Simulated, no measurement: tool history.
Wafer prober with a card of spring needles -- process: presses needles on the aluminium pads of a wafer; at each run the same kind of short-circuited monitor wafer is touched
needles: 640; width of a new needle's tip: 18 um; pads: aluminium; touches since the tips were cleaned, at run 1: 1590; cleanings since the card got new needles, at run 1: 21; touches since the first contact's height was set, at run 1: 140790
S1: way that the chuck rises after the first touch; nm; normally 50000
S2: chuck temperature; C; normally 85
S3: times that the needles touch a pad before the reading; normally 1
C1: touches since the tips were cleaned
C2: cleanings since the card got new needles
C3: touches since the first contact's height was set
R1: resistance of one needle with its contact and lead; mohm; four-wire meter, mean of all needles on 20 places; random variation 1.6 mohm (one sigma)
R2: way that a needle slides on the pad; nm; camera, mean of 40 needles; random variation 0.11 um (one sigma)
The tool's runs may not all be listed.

Run 1, hour 0.0: usual settings; C1 1590; C2 21; C3 140790. Result: R1 204 mohm, R2 8870 nm.
At hour 11.5: tips cleaned on abrasive film.
Run 2, hour 11.5: usual settings; C1 0; C2 22; C3 145416. Result: R1 173 mohm, R2 8770 nm.
Run 3, hour 19.8: usual settings but S2 43 C; C1 3345; C2 22; C3 148761. Result: R1 234 mohm, R2 8910 nm.
At hour 27.2: tips cleaned on abrasive film.
Run 4, hour 35.2: usual settings but S2 43 C; C1 3234; C2 23; C3 154959. Result: R1 234 mohm, R2 8810 nm.
At hour 42.7: tips cleaned on abrasive film.
Run 5, hour 42.7: usual settings but S2 43 C; C1 0; C2 24; C3 157958. Result: R1 165 mohm, R2 8760 nm.
Run 6, hour 56.4: usual settings but S2 43 C; C1 5549; C2 24; C3 163507. Result: R1 260 mohm, R2 8760 nm.
At hour 58.6: tips cleaned on abrasive film.
Run 7, hour 64.3: usual settings but S2 43 C; C1 2292; C2 25; C3 166657. Result: R1 224 mohm, R2 8950 nm.
At hour 74.3: tips cleaned on abrasive film.
Run 8, hour 75.9: usual settings but S2 43 C; C1 637; C2 26; C3 171294. Result: R1 190 mohm, R2 8850 nm.
At hour 89.8: tips cleaned on abrasive film.
Run 9, hour 89.8: usual settings but S2 43 C; C1 0; C2 27; C3 176907. Result: R1 165 mohm, R2 8770 nm.
Run 10, hour 98.6: usual settings but S1 57000 nm, S2 43 C; C1 3555; C2 27; C3 180462. Result: R1 219 mohm, R2 9900 nm.
At hour 105.4: tips cleaned on abrasive film.
Run 11, hour 106.3: usual settings but S3 2; C1 373; C2 28; C3 183542. Result: R1 180 mohm, R2 8830 nm.
Run 12, hour 117.8: usual settings but S1 47000 nm, S2 70 C; C1 5012; C2 28; C3 188181. Result: R1 270 mohm, R2 8210 nm.
At hour 121.9: tips cleaned on abrasive film.
Run 13, hour 133.4: usual settings but S1 41000 nm, S2 27 C, S3 2; C1 4686; C2 29; C3 194477. Result: R1 243 mohm, R2 7150 nm.
At hour 137.1: tips cleaned on abrasive film.
Run 14, hour 141.3: usual settings but S1 41000 nm, S2 27 C, S3 2; C1 1714; C2 30; C3 197636. Result: R1 203 mohm, R2 6940 nm.
Run 15, hour 149.7: usual settings but S1 64000 nm, S2 112 C; C1 5107; C2 30; C3 201029. Result: R1 220 mohm, R2 11250 nm.
At hour 152.5: tips cleaned on abrasive film.
Run 16, hour 160.1: usual settings but S2 87 C, S3 2; C1 3060; C2 31; C3 205181. Result: R1 206 mohm, R2 8700 nm.
At hour 168.0: tips cleaned on abrasive film.
Run 17, hour 173.0: usual settings but S1 67000 nm, S2 87 C, S3 2; C1 2036; C2 32; C3 210378. Result: R1 178 mohm, R2 11870 nm.
At hour 183.3: tips cleaned on abrasive film.
Run 18, hour 186.2: usual settings but S1 67000 nm, S2 87 C, S3 2; C1 1191; C2 33; C3 215679. Result: R1 173 mohm, R2 11810 nm.
At hour 199.1: tips cleaned on abrasive film.
Run 19, hour 203.0: usual settings but S1 64000 nm, S2 27 C, S3 2; C1 1609; C2 34; C3 222445. Result: R1 171 mohm, R2 11350 nm.
At hour 208.8: height of the first contact set anew.
At hour 215.4: tips cleaned on abrasive film.
Run 20, hour 216.9: usual settings but S3 3; C1 624; C2 35; C3 3240. Result: R1 173 mohm, R2 9320 nm.
Run 21, hour 229.0: usual settings but S3 3; C1 5493; C2 35; C3 8109. Result: R1 196 mohm, R2 9280 nm.
At hour 230.8: tips cleaned on abrasive film.
Run 22, hour 239.7: usual settings but S1 42000 nm, S2 34 C; C1 3608; C2 36; C3 12400. Result: R1 262 mohm, R2 7640 nm.

4 options for the next run, each taken on its own from the tool as it stands now. Forecast them:
At hour 246.7: tips cleaned on abrasive film.
Run A, hour 254.5: usual settings but S1 31000 nm, S2 34 C, S3 2; C1 3147; C2 37; C3 18351. Result: R1 ?, R2 ?.
At hour 246.7: tips cleaned on abrasive film.
Run B, hour 254.5: usual settings but S1 42000 nm, S2 76 C, S3 3; C1 3147; C2 37; C3 18351. Result: R1 ?, R2 ?.
At hour 246.7: tips cleaned on abrasive film.
Run C, hour 254.5: usual settings but S1 39000 nm, S2 26 C, S3 2; C1 3147; C2 37; C3 18351. Result: R1 ?, R2 ?.
At hour 246.7: tips cleaned on abrasive film.
Run D, hour 254.5: usual settings but S1 32000 nm; C1 3147; C2 37; C3 18351. Result: R1 ?, R2 ?.

run   R1    R2
  A  265  5800
  B  197  7830
  C  226  7130
  D  323  5990
What these runs would have given with no unlogged condition in the tool:
run   R1    R2
  A  159  5850
  B  162  7880
  C  155  7180
  D  169  6040
